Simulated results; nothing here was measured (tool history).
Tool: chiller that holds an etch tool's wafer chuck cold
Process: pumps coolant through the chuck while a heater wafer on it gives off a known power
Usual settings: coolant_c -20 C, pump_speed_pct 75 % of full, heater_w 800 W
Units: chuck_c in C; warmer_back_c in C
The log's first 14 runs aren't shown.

run    hour  coolant_c  pump_speed_pct  heater_w  hours since the coolant was changed and the channels were flushed  hours since the pump was overhauled  hours since the chiller's thermometer was calibrated  chuck_c  warmer_back_c
 15   835.7        -30              75       800                                                               5479                                 2204                                                  4265    -20.5           2.82
 16   889.2        -24              75       800                                                               5533                                 2258                                                  4318    -14.5           2.82
 17   984.9        -26              75       831                                                               5628                                 2353                                                  4414    -16.0           2.91
 18  1034.0        -28              99       716                                                               5677                                 2402                                                  4463    -21.3           1.93
 19  1077.4        -28              63       716                                                               5721                                 2446                                                  4506    -18.1           3.10
 20  1165.3        -21              95       716                                                               5809                                 2534                                                  4594    -14.0           1.91
 21  1213.6        -21              95       716                                                               5857                                 2582                                                  4643    -13.9           1.94
 22  1309.2        -21              95       716                                                               5953                                 2678                                                  4738    -14.1           1.89
 23  1406.5        -21              95       716                                                               6050                                 2775                                                  4836    -13.9           1.96
 24  1448.4        -22              82       462                                                               6092                                 2817                                                  4877    -17.1           1.42
 25  1528.6        -22              82       462                                                               6172                                 2897                                                  4958    -17.2           1.49
 26  1579.7        -22              82       462                                                               6223                                 2948                                                  5009    -17.2           1.49
     1601.4  -- chiller's thermometer calibrated
 27  1672.6        -25              82       491                                                               6315                                 3040                                                    71    -18.9           1.60
 28  1732.2        -25              82       491                                                               6375                                 3100                                                   131    -18.9           1.52
 29  1793.2        -20              63       800                                                               6436                                 3161                                                   192     -8.0           3.45
 30  1847.2        -20              69      1065                                                               6490                                 3215                                                   246     -5.0           4.17
 31  1893.7        -26              90       711                                                               6536                                 3261                                                   292    -17.8           2.06

5 ways to go on from here, each from the tool as it stands after run 31. What would each give?
  A  1987.1        -20              61      1133                                                               6630                                 3355                                                   386        ?              ?
  B  1987.1        -26              65       822                                                               6630                                 3355                                                   386        ?              ?
  C  1987.1        -17              78       494                                                               6630                                 3355                                                   386        ?              ?
  D  1987.1        -13              72       469                                                               6630                                 3355                                                   386        ?              ?
  E  1987.1        -15              99       506                                                               6630                                 3355                                                   386        ?              ?

run  chuck_c  warmer_back_c
  A     -2.2           5.07
  B    -13.8           3.46
  C    -10.6           1.66
  D     -6.6           1.74
  E     -9.5           1.36
Without the tool's hidden state the same runs would have given:
run  chuck_c  warmer_back_c
  A     -5.1           4.95
  B    -15.8           3.38
  C    -11.6           1.62
  D     -7.7           1.70
  E    -10.4           1.33

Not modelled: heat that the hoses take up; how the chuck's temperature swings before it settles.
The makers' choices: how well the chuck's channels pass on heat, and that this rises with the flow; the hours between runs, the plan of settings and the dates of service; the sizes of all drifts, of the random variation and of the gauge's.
